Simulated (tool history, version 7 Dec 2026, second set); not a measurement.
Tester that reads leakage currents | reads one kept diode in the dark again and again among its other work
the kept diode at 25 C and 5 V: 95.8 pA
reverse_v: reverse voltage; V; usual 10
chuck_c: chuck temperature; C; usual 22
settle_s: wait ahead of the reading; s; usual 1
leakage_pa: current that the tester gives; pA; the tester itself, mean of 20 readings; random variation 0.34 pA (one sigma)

run 1 hour=0 | reverse_v=10 chuck_c=22 settle_s=1 | leakage_pa=118.54
run 2 hour=34.9 | reverse_v=10 chuck_c=22 settle_s=1 | leakage_pa=119.3
run 3 hour=72.6 | reverse_v=5.2 chuck_c=22 settle_s=1 | leakage_pa=81.21
run 4 hour=116.3 | reverse_v=5.2 chuck_c=22 settle_s=1 | leakage_pa=80.97
run 5 hour=168.7 | reverse_v=7.8 chuck_c=22 settle_s=1 | leakage_pa=103.15
run 6 hour=244.5 | reverse_v=7.8 chuck_c=22 settle_s=1 | leakage_pa=102.54
run 7 hour=309.5 | reverse_v=7.8 chuck_c=22 settle_s=1 | leakage_pa=102.45
run 8 hour=365.3 | reverse_v=7.8 chuck_c=22 settle_s=1 | leakage_pa=103.17
run 9 hour=413.2 | reverse_v=7.8 chuck_c=22 settle_s=1 | leakage_pa=102.07
run 10 hour=487 | reverse_v=7.8 chuck_c=22 settle_s=1 | leakage_pa=102.95
run 11 hour=559.3 | reverse_v=16.9 chuck_c=25 settle_s=1 | leakage_pa=204.43
run 12 hour=593.1 | reverse_v=12.1 chuck_c=22 settle_s=1 | leakage_pa=133.44
run 13 hour=662.3 | reverse_v=12.1 chuck_c=22 settle_s=1 | leakage_pa=133.34
run 14 hour=709.3 | reverse_v=2.6 chuck_c=22 settle_s=0.43 | leakage_pa=54.47
run 15 hour=773.1 | reverse_v=3.4 chuck_c=23 settle_s=0.43 | leakage_pa=68.65
run 16 hour=819.7 | reverse_v=3.4 chuck_c=25 settle_s=0.43 | leakage_pa=80.36
run 17 hour=883.9 | reverse_v=1.5 chuck_c=31 settle_s=6.74 | leakage_pa=78.39
run 18 hour=920.5 | reverse_v=1.5 chuck_c=31 settle_s=6.74 | leakage_pa=78.11
run 19 hour=965.4 | reverse_v=1.5 chuck_c=31 settle_s=6.74 | leakage_pa=77.52
run 20 hour=1023 | reverse_v=2.7 chuck_c=25 settle_s=0.62 | leakage_pa=69.39

3 ways to go on from here, each from the tool as it stands after run 20. What would each give?
run A hour=1056.1 | reverse_v=2.9 chuck_c=22 settle_s=1 | leakage_pa=?
run B hour=1056.1 | reverse_v=2 chuck_c=55 settle_s=8.48 | leakage_pa=?
run C hour=1056.1 | reverse_v=1.2 chuck_c=25 settle_s=3.44 | leakage_pa=?

run=A leakage_pa=57.42
run=B leakage_pa=513.97
run=C leakage_pa=42.87
Without the tool's hidden state the same runs would have given:
run=A leakage_pa=56.25
run=B leakage_pa=524.65
run=C leakage_pa=42.93
